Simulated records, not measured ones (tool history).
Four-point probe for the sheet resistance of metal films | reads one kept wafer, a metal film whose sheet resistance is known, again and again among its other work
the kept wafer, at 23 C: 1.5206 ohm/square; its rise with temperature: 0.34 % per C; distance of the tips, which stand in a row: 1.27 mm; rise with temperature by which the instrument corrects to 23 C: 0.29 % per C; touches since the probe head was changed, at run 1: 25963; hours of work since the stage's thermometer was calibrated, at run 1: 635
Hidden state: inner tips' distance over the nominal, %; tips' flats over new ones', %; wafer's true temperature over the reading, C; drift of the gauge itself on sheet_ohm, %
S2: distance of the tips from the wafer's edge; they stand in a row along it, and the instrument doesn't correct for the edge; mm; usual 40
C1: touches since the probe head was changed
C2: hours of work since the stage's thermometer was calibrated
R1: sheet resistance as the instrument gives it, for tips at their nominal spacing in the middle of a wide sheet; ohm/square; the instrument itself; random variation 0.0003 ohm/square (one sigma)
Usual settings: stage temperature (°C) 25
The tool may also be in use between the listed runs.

Run 1, hour 0.0: usual settings; C1 25963; C2 635. Result: R1 1.522999 ohm/square.
Run 2, hour 9.4: usual settings but stage temperature (°C) 21; C1 26456; C2 642. Result: R1 1.520274 ohm/square.
Run 3, hour 18.8: usual settings; C1 26946; C2 648. Result: R1 1.523175 ohm/square.
Run 4, hour 38.1: usual settings but stage temperature (°C) 31; C1 27952; C2 661. Result: R1 1.528060 ohm/square.
Run 5, hour 49.9: usual settings but stage temperature (°C) 28; C1 28571; C2 669. Result: R1 1.526145 ohm/square.
Run 6, hour 69.1: usual settings but stage temperature (°C) 28; C1 29572; C2 682. Result: R1 1.525656 ohm/square.
Run 7, hour 87.1: usual settings but stage temperature (°C) 28; C1 30515; C2 695. Result: R1 1.526019 ohm/square.
Run 8, hour 98.6: usual settings but stage temperature (°C) 28; C1 31116; C2 703. Result: R1 1.525336 ohm/square.
Run 9, hour 117.6: usual settings but stage temperature (°C) 28; C1 32109; C2 716. Result: R1 1.526538 ohm/square.
Run 10, hour 131.5: usual settings but stage temperature (°C) 28; C1 32836; C2 725. Result: R1 1.525904 ohm/square.
Run 11, hour 143.0: usual settings but stage temperature (°C) 28; C1 33435; C2 733. Result: R1 1.526353 ohm/square.
Run 12, hour 155.5: usual settings; C1 34091; C2 742. Result: R1 1.524184 ohm/square.
Run 13, hour 176.8: usual settings; C1 35204; C2 756. Result: R1 1.524059 ohm/square.
Run 14, hour 194.0: usual settings; C1 36100; C2 768. Result: R1 1.524371 ohm/square.
Run 15, hour 204.5: usual settings; C1 36646; C2 775. Result: R1 1.524136 ohm/square.
Run 16, hour 214.9: usual settings; C1 37190; C2 782. Result: R1 1.524275 ohm/square.
Run 17, hour 225.6: usual settings; C1 37754; C2 790. Result: R1 1.523801 ohm/square.
Run 18, hour 235.3: usual settings; C1 38258; C2 796. Result: R1 1.524572 ohm/square.
Run 19, hour 253.6: usual settings; C1 39212; C2 809. Result: R1 1.523814 ohm/square.
Run 20, hour 271.6: usual settings but stage temperature (°C) 26; C1 40154; C2 821. Result: R1 1.525200 ohm/square.
Run 21, hour 290.7: usual settings; C1 41153; C2 834. Result: R1 1.524149 ohm/square.
Run 22, hour 309.2: usual settings but stage temperature (°C) 21; C1 42119; C2 847. Result: R1 1.521349 ohm/square.
Run 23, hour 319.2: usual settings but stage temperature (°C) 24; C1 42641; C2 854. Result: R1 1.523386 ohm/square.
Run 24, hour 337.0: usual settings but S2 29 mm; C1 43574; C2 866. Result: R1 1.525692 ohm/square.
Run 25, hour 349.9: usual settings but S2 29 mm; C1 44246; C2 875. Result: R1 1.524917 ohm/square.
Run 26, hour 362.6: usual settings but S2 16 mm; C1 44909; C2 883. Result: R1 1.528935 ohm/square.
Run 27, hour 379.3: usual settings but stage temperature (°C) 26, S2 11 mm; C1 45784; C2 895. Result: R1 1.535199 ohm/square.
Run 28, hour 393.3: usual settings but stage temperature (°C) 26, S2 11 mm; C1 46514; C2 904. Result: R1 1.535374 ohm/square.
Run 29, hour 403.7: usual settings but stage temperature (°C) 26, S2 11 mm; C1 47056; C2 911. Result: R1 1.535416 ohm/square.
Run 30, hour 422.2: usual settings but stage temperature (°C) 26, S2 11 mm; C1 48023; C2 924. Result: R1 1.535159 ohm/square.
Run 31, hour 436.1: usual settings but stage temperature (°C) 27, S2 22 mm; C1 48749; C2 934. Result: R1 1.527956 ohm/square.
Run 32, hour 449.7: usual settings but stage temperature (°C) 26, S2 70 mm; C1 49459; C2 943. Result: R1 1.525352 ohm/square.
Run 33, hour 465.1: usual settings but stage temperature (°C) 26, S2 70 mm; C1 50264; C2 953. Result: R1 1.525174 ohm/square.
Run 34, hour 482.8: usual settings but stage temperature (°C) 30, S2 60 mm; C1 51189; C2 966. Result: R1 1.528483 ohm/square.
Run 35, hour 502.2: usual settings but stage temperature (°C) 30, S2 60 mm; C1 52205; C2 979. Result: R1 1.528358 ohm/square.
Run 36, hour 521.2: usual settings but stage temperature (°C) 30, S2 60 mm; C1 53199; C2 992. Result: R1 1.528583 ohm/square.
Run 37, hour 530.6: usual settings but stage temperature (°C) 30, S2 3 mm; C1 53690; C2 998. Result: R1 1.661466 ohm/square.
Run 38, hour 551.5: usual settings but stage temperature (°C) 30, S2 3 mm; C1 54780; C2 1013. Result: R1 1.661437 ohm/square.
Run 39, hour 573.4: usual settings but stage temperature (°C) 30, S2 3 mm; C1 55925; C2 1028. Result: R1 1.661167 ohm/square.
Run 40, hour 590.3: usual settings but stage temperature (°C) 30, S2 3 mm; C1 56809; C2 1039. Result: R1 1.661819 ohm/square.
Run 41, hour 599.2: usual settings but stage temperature (°C) 33, S2 22 mm; C1 57272; C2 1045. Result: R1 1.533175 ohm/square.
Run 42, hour 621.0: usual settings but stage temperature (°C) 33, S2 22 mm; C1 58412; C2 1060. Result: R1 1.532845 ohm/square.
Run 43, hour 635.9: usual settings but stage temperature (°C) 21, S2 6 mm; C1 59188; C2 1070. Result: R1 1.557943 ohm/square.
Run 44, hour 656.6: usual settings but stage temperature (°C) 32, S2 33 mm; C1 60274; C2 1085. Result: R1 1.530466 ohm/square.

3 ways to go on from here, each from the tool as it stands after run 44. What would each give?
Run A, hour 669.0: usual settings but stage temperature (°C) 27, S2 33 mm; C1 60919; C2 1093. Result: R1 ?.
Run B, hour 669.0: usual settings but S2 3 mm; C1 60919; C2 1093. Result: R1 ?.
Run C, hour 669.0: usual settings but stage temperature (°C) 26, S2 20 mm; C1 60919; C2 1093. Result: R1 ?.

run        R1
  A  1.527465
  B  1.657340
  C  1.528564
Without the tool's hidden state the same runs would have given:
run        R1
  A  1.524712
  B  1.654364
  C  1.525807
